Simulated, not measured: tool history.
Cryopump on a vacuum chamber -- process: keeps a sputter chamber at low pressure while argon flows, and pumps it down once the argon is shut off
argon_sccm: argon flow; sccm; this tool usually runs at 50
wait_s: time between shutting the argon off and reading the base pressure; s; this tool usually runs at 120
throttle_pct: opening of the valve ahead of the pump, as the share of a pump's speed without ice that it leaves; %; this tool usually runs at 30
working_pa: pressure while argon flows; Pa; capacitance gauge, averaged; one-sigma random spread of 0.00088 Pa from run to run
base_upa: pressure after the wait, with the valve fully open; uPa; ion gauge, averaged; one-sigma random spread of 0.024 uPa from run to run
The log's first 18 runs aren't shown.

run,day,argon_sccm,wait_s,throttle_pct,hours of work since the pump was warmed up and emptied,hours of work since the cold head was overhauled,hours of work since the chamber's fittings were tightened,working_pa,base_upa
19,29.254,25,120,28,430,1405,390,0.1021,1.13
20,30.229,28,42,28,449,1424,409,0.1139,2.37
21,31.088,28,42,28,465,1440,425,0.1146,2.45
22,32.467,28,42,28,492,1467,452,0.1154,2.34
23,34.192,50,199,59,525,1500,485,0.1053,0.87
24,36.088,50,199,59,562,1537,522,0.1054,0.9
25,37.592,39,199,59,591,1566,551,0.0834,0.87
26,39.446,50,59,16,627,1602,587,0.3539,1.93
27,40.846,26,271,30,654,1629,614,0.1029,0.9
28,42.888,30,148,36,693,1668,653,0.1016,1.12
29,44.883,75,172,52,732,1707,692,0.1865,1.05
30,46.204,57,21,24,757,1732,717,0.2797,4.48
31,47.954,57,21,24,791,1766,751,0.2828,4.71
32,48.983,57,21,24,811,1786,771,0.2816,4.52
33,50.15,58,120,19,833,1808,793,0.3575,1.33
34,51.212,58,120,19,854,1829,814,0.3561,1.38

What if the next run were any one of these 4? Each begins from the tool's condition after run 34:
A,52.071,98,141,22,870,1845,830,?,?
B,52.071,58,120,41,870,1845,830,?,?
C,52.071,38,144,20,870,1845,830,?,?
D,52.071,58,85,19,870,1845,830,?,?

run,working_pa,base_upa
A,0.5295,1.28
B,0.1815,1.36
C,0.2219,1.31
D,0.3592,1.71
The same runs, with their run-to-run variation unchanged, on a tool lacking any hidden condition would have given:
run,working_pa,base_upa
A,0.4805,0.75
B,0.1525,0.84
C,0.203,0.79
D,0.3302,1.18
